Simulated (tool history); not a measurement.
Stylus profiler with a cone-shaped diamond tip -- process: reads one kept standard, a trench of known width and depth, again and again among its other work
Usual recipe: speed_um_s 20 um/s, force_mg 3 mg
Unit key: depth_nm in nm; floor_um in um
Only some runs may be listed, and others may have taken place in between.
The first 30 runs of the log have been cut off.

Run 31, hour 342.2: usual settings but speed_um_s 54 um/s, force_mg 3.73 mg. Result: depth_nm 201.66 nm, floor_um 28.04 um.
Run 32, hour 356.1: usual settings but speed_um_s 54 um/s, force_mg 3.73 mg. Result: depth_nm 201.7 nm, floor_um 28.04 um.
Run 33, hour 363.6: usual settings but speed_um_s 12 um/s, force_mg 3.91 mg. Result: depth_nm 201.64 nm, floor_um 28.17 um.
Run 34, hour 372.3: usual settings but speed_um_s 48 um/s. Result: depth_nm 201.46 nm, floor_um 28.03 um.
At hour 386.2: new tip fitted, height scale calibrated.
Run 35, hour 387.8: usual settings but speed_um_s 48 um/s. Result: depth_nm 201.45 nm, floor_um 28.05 um.
Run 36, hour 403.2: usual settings but speed_um_s 48 um/s. Result: depth_nm 201.34 nm, floor_um 28.05 um.
Run 37, hour 418.7: usual settings but speed_um_s 6 um/s, force_mg 1.34 mg. Result: depth_nm 200.86 nm, floor_um 28.22 um.
Run 38, hour 426.2: usual settings but speed_um_s 5 um/s, force_mg 1.55 mg. Result: depth_nm 200.84 nm, floor_um 28.19 um.
Run 39, hour 437.7: usual settings but speed_um_s 5 um/s, force_mg 1.55 mg. Result: depth_nm 200.92 nm, floor_um 28.24 um.
Run 40, hour 446.3: usual settings but speed_um_s 5 um/s, force_mg 1.55 mg. Result: depth_nm 200.98 nm, floor_um 28.17 um.
Run 41, hour 459.6: usual settings but speed_um_s 42 um/s, force_mg 4.73 mg. Result: depth_nm 201.92 nm, floor_um 28.14 um.
Run 42, hour 469.4: usual settings but speed_um_s 27 um/s, force_mg 3.59 mg. Result: depth_nm 201.62 nm, floor_um 28.2 um.
Run 43, hour 481.6: usual settings but speed_um_s 27 um/s, force_mg 3.59 mg. Result: depth_nm 201.61 nm, floor_um 28.17 um.
Run 44, hour 493.4: usual settings but speed_um_s 27 um/s, force_mg 1.14 mg. Result: depth_nm 200.85 nm, floor_um 28.05 um.
Run 45, hour 500.5: usual settings but speed_um_s 6 um/s, force_mg 3.05 mg. Result: depth_nm 201.42 nm, floor_um 28.24 um.
Run 46, hour 510.7: usual settings but speed_um_s 6 um/s, force_mg 3.05 mg. Result: depth_nm 201.4 nm, floor_um 28.25 um.

Each row is a separate what-if for the run after 46, all from the same tool condition, not one after another. Results?
Run A, hour 519.9: usual settings but speed_um_s 30 um/s, force_mg 7.84 mg. Result: depth_nm ?, floor_um ?.
Run B, hour 519.9: usual settings but speed_um_s 27 um/s, force_mg 5.68 mg. Result: depth_nm ?, floor_um ?.
Run C, hour 519.9: usual settings but speed_um_s 14 um/s, force_mg 6.52 mg. Result: depth_nm ?, floor_um ?.
Run D, hour 519.9: usual settings but speed_um_s 24 um/s, force_mg 1.32 mg. Result: depth_nm ?, floor_um ?.
Run E, hour 519.9: usual settings but speed_um_s 5 um/s, force_mg 1.54 mg. Result: depth_nm ?, floor_um ?.

run  depth_nm  floor_um
  A    202.75     28.16
  B    202.19     28.14
  C    202.47     28.17
  D     200.7     28.11
  E    200.87     28.21
Stripped of hidden state, with their random variation kept, the same runs would have yielded:
run  depth_nm  floor_um
  A    202.75     28.17
  B    202.19     28.14
  C    202.47     28.17
  D    200.69     28.11
  E    200.87     28.22
